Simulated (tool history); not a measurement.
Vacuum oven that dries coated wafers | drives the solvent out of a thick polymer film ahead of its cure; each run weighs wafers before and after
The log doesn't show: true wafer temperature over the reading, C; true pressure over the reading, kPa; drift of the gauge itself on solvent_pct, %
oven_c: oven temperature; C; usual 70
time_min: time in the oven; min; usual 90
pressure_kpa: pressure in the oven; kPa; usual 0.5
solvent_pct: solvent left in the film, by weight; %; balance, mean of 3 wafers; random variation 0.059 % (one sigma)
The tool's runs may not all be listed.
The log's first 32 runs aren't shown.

run	hour	oven_c	time_min	pressure_kpa	hours of work since the thermocouples were calibrated	hours of work since the vacuum gauge was cleaned of residue	solvent_pct
33	316.1	81	59	0.903	477	70	1.98
34	326.4	83	92	1.424	485	77	1.26
35	338.1	70	54	1.422	493	86	6.87
36	350.5	70	54	1.422	502	95	6.96
37	361.4	70	54	1.422	510	103	6.88
38	369.1	75	141	1.401	516	109	1.87
39	379.1	62	90	0.5	523	116	6.82
40	389.5	84	135	0.783	531	124	0.74
41	403.4	80	115	1.087	541	134	1.2
42	410.7	69	75	0.361	547	139	4.54

Forecast each of these 5 alternatives for the next run:
A	424.5	70	122	0.5	557	150	?
B	424.5	66	89	1.341	557	150	?
C	424.5	70	73	0.5	557	150	?
D	424.5	69	75	0.321	557	150	?
E	424.5	62	75	0.572	557	150	?

run	solvent_pct
A	2.16
B	6.18
C	4.57
D	4.51
E	8.01
Without the tool's hidden state the same runs would have given:
run	solvent_pct
A	1.96
B	5.88
C	4.31
D	4.24
E	7.72
